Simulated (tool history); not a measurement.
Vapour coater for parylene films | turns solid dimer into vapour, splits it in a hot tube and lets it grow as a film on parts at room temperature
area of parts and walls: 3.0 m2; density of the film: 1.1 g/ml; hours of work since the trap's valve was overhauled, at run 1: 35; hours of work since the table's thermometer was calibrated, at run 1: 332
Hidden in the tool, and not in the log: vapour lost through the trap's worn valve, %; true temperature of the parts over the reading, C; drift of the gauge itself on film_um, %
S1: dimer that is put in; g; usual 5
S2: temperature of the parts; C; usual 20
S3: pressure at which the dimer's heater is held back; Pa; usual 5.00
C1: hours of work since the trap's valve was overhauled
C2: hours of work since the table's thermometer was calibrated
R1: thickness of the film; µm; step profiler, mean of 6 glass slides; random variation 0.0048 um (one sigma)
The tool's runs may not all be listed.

Run 1, day 0.000: usual settings; C1 35; C2 332. Result: R1 1.120 µm.
Run 2, day 1.233: usual settings; C1 55; C2 353. Result: R1 1.119 µm.
Run 3, day 2.842: usual settings but S1 3 g; C1 82; C2 379. Result: R1 0.667 µm.
Run 4, day 3.817: usual settings but S1 3 g; C1 98; C2 396. Result: R1 0.669 µm.
Run 5, day 5.412: usual settings but S1 3 g; C1 125; C2 422. Result: R1 0.670 µm.
Run 6, day 7.088: usual settings but S1 2 g; C1 153; C2 450. Result: R1 0.447 µm.
Run 7, day 8.900: usual settings but S1 2 g, S2 14 C; C1 183; C2 480. Result: R1 0.522 µm.
Run 8, day 10.938: usual settings but S2 26 C; C1 216; C2 514. Result: R1 0.926 µm.
Run 9, day 12.538: usual settings but S2 26 C; C1 243; C2 540. Result: R1 0.919 µm.
Run 10, day 14.275: usual settings but S2 26 C; C1 272; C2 569. Result: R1 0.921 µm.
At day 15.504: trap's valve overhauled.
Run 11, day 16.458: usual settings but S2 27 C; C1 16; C2 602. Result: R1 0.929 µm.
Run 12, day 18.383: usual settings but S3 2.49 Pa; C1 48; C2 634. Result: R1 1.251 µm.
Run 13, day 19.292: usual settings; C1 63; C2 649. Result: R1 1.116 µm.
Run 14, day 20.308: usual settings but S3 3.90 Pa; C1 80; C2 666. Result: R1 1.171 µm.
Run 15, day 21.838: usual settings but S3 3.90 Pa; C1 105; C2 692. Result: R1 1.159 µm.
Run 16, day 23.158: usual settings but S3 3.90 Pa; C1 127; C2 714. Result: R1 1.151 µm.
Run 17, day 24.496: usual settings but S1 6 g; C1 149; C2 736. Result: R1 1.331 µm.
Run 18, day 25.425: usual settings but S1 6 g, S2 13 C; C1 165; C2 751. Result: R1 1.627 µm.
Run 19, day 26.654: usual settings but S2 31 C; C1 185; C2 772. Result: R1 0.814 µm.
Run 20, day 28.512: usual settings but S2 31 C; C1 216; C2 802. Result: R1 0.808 µm.
Run 21, day 30.546: usual settings; C1 250; C2 836. Result: R1 1.084 µm.
Run 22, day 32.625: usual settings but S2 19 C; C1 284; C2 871. Result: R1 1.118 µm.
At day 33.229: trap's valve overhauled.
Run 23, day 34.817: usual settings but S2 19 C; C1 26; C2 904. Result: R1 1.171 µm.
At day 35.029: table's thermometer calibrated.
Run 24, day 36.433: usual settings but S2 19 C; C1 52; C2 23. Result: R1 1.176 µm.
Run 25, day 37.671: usual settings but S2 19 C; C1 73; C2 44. Result: R1 1.172 µm.
Run 26, day 38.658: usual settings but S2 19 C; C1 89; C2 60. Result: R1 1.157 µm.
Run 27, day 40.725: usual settings but S2 19 C; C1 124; C2 94. Result: R1 1.167 µm.
At day 41.817: table's thermometer calibrated, once more.
Run 28, day 42.233: usual settings but S2 19 C; C1 148; C2 7. Result: R1 1.137 µm.
Run 29, day 43.688: usual settings but S2 19 C; C1 172; C2 31. Result: R1 1.131 µm.
Run 30, day 45.588: usual settings but S2 19 C; C1 204; C2 63. Result: R1 1.124 µm.
Run 31, day 47.175: usual settings but S1 3 g, S2 19 C; C1 230; C2 89. Result: R1 0.673 µm.
Run 32, day 49.321: usual settings but S3 4.50 Pa; C1 266; C2 124. Result: R1 1.096 µm.
Run 33, day 50.412: usual settings but S3 4.50 Pa; C1 284; C2 143. Result: R1 1.100 µm.
At day 51.038: trap's valve overhauled.
Run 34, day 52.358: usual settings but S1 3 g, S2 23 C; C1 22; C2 172. Result: R1 0.619 µm.
Run 35, day 53.425: usual settings but S1 6 g, S2 22 C; C1 40; C2 190. Result: R1 1.284 µm.
Run 36, day 54.950: usual settings but S1 6 g, S2 22 C; C1 65; C2 215. Result: R1 1.261 µm.
Run 37, day 56.367: usual settings but S1 8 g, S2 27 C; C1 88; C2 239. Result: R1 1.468 µm.
Run 38, day 57.504: usual settings but S1 3 g, S2 18 C, S3 2.58 Pa; C1 107; C2 257. Result: R1 0.775 µm.
Run 39, day 59.004: usual settings but S1 6 g, S3 9.46 Pa; C1 132; C2 282. Result: R1 1.214 µm.
Run 40, day 60.725: usual settings but S3 3.91 Pa; C1 161; C2 311. Result: R1 1.149 µm.
Run 41, day 62.150: usual settings but S1 2 g, S3 2.55 Pa; C1 184; C2 335. Result: R1 0.484 µm.
Run 42, day 64.129: usual settings but S1 2 g, S3 2.55 Pa; C1 217; C2 367. Result: R1 0.485 µm.
Run 43, day 66.254: usual settings but S1 2 g, S3 2.55 Pa; C1 252; C2 403. Result: R1 0.482 µm.
Run 44, day 68.067: usual settings but S2 15 C, S3 7.91 Pa; C1 283; C2 433. Result: R1 1.168 µm.
At day 68.667: trap's valve overhauled.
Run 45, day 69.354: usual settings but S2 15 C, S3 7.91 Pa; C1 11; C2 451. Result: R1 1.226 µm.
Run 46, day 70.246: usual settings but S1 3 g, S2 28 C, S3 9.96 Pa; C1 26; C2 466. Result: R1 0.493 µm.
Run 47, day 72.350: usual settings but S1 3 g, S2 28 C, S3 9.96 Pa; C1 61; C2 501. Result: R1 0.487 µm.
Run 48, day 74.079: usual settings but S1 3 g, S2 28 C, S3 9.96 Pa; C1 90; C2 530. Result: R1 0.479 µm.

Forecast each of these 3 alternatives for the next run:
Run A, day 75.975: usual settings but S1 3 g, S2 29 C, S3 9.96 Pa; C1 121; C2 561. Result: R1 ?.
Run B, day 75.975: usual settings but S1 3 g, S2 28 C, S3 9.96 Pa; C1 121; C2 561. Result: R1 ?.
Run C, day 75.975: usual settings but S3 4.36 Pa; C1 121; C2 561. Result: R1 ?.

run     R1
  A  0.468
  B  0.472
  C  1.139
Without the tool's hidden state the same runs would have given:
run     R1
  A  0.473
  B  0.478
  C  1.153
